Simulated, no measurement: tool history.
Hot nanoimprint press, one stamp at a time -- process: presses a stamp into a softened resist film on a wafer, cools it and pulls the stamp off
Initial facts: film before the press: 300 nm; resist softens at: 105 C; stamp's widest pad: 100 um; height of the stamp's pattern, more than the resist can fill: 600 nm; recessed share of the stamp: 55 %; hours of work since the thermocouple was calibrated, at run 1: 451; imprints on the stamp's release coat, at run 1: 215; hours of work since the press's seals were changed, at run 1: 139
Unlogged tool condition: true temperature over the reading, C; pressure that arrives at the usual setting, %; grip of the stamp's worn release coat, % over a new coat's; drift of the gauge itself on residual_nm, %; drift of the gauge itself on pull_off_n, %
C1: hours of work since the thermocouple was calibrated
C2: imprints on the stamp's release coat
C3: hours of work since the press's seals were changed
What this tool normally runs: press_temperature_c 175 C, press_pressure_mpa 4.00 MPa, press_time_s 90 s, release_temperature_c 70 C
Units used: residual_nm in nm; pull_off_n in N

Run 1, hour 0.0: usual settings; C1 451; C2 215; C3 139. Result: residual_nm 179.5 nm, pull_off_n 122 N.
At hour 54.5: plate thermocouple calibrated.
Run 2, hour 82.7: usual settings but release_temperature_c 65 C; C1 22; C2 447; C3 202. Result: residual_nm 167.8 nm, pull_off_n 137 N.
Run 3, hour 155.2: usual settings but release_temperature_c 65 C; C1 80; C2 658; C3 259. Result: residual_nm 169.7 nm, pull_off_n 140 N.
Run 4, hour 236.6: usual settings; C1 144; C2 895; C3 324. Result: residual_nm 171.3 nm, pull_off_n 125 N.
Run 5, hour 327.1: usual settings but press_time_s 56 s; C1 216; C2 1158; C3 396. Result: residual_nm 199.1 nm, pull_off_n 137 N.
Run 6, hour 374.0: usual settings; C1 253; C2 1294; C3 433. Result: residual_nm 173.0 nm, pull_off_n 133 N.
Run 7, hour 469.3: usual settings; C1 328; C2 1572; C3 508. Result: residual_nm 175.1 nm, pull_off_n 144 N.
Run 8, hour 540.8: usual settings but press_temperature_c 182 C, press_pressure_mpa 5.89 MPa, press_time_s 59 s, release_temperature_c 76 C; C1 385; C2 1779; C3 565. Result: residual_nm 129.0 nm, pull_off_n 122 N.
Run 9, hour 602.3: usual settings but press_temperature_c 180 C, press_pressure_mpa 3.38 MPa, press_time_s 119 s, release_temperature_c 62 C; C1 434; C2 1958; C3 613. Result: residual_nm 140.1 nm, pull_off_n 179 N.
Run 10, hour 642.0: usual settings but press_temperature_c 180 C, press_pressure_mpa 4.74 MPa, press_time_s 119 s, release_temperature_c 77 C; C1 465; C2 2074; C3 645. Result: residual_nm 120.8 nm, pull_off_n 122 N.
At hour 679.8: plate thermocouple calibrated.
At hour 698.7: stamp cleaned and given a new release coat.
Run 11, hour 743.5: usual settings but press_temperature_c 174 C, press_pressure_mpa 4.74 MPa, press_time_s 119 s, release_temperature_c 63 C; C1 46; C2 131; C3 718. Result: residual_nm 149.9 nm, pull_off_n 141 N.

For run 12, what comes out?
Run 12, hour 834.0: usual settings but press_temperature_c 165 C, press_pressure_mpa 2.79 MPa, press_time_s 175 s; C1 117; C2 394; C3 790. Result: residual_nm ?, pull_off_n ?.

{"run 12": {"residual_nm": 228.4, "pull_off_n": 117}}
Take away the tool's hidden state, keep the run-to-run variation as it was, and the same run would have given residual_nm 225.8 nm, pull_off_n 110 N.

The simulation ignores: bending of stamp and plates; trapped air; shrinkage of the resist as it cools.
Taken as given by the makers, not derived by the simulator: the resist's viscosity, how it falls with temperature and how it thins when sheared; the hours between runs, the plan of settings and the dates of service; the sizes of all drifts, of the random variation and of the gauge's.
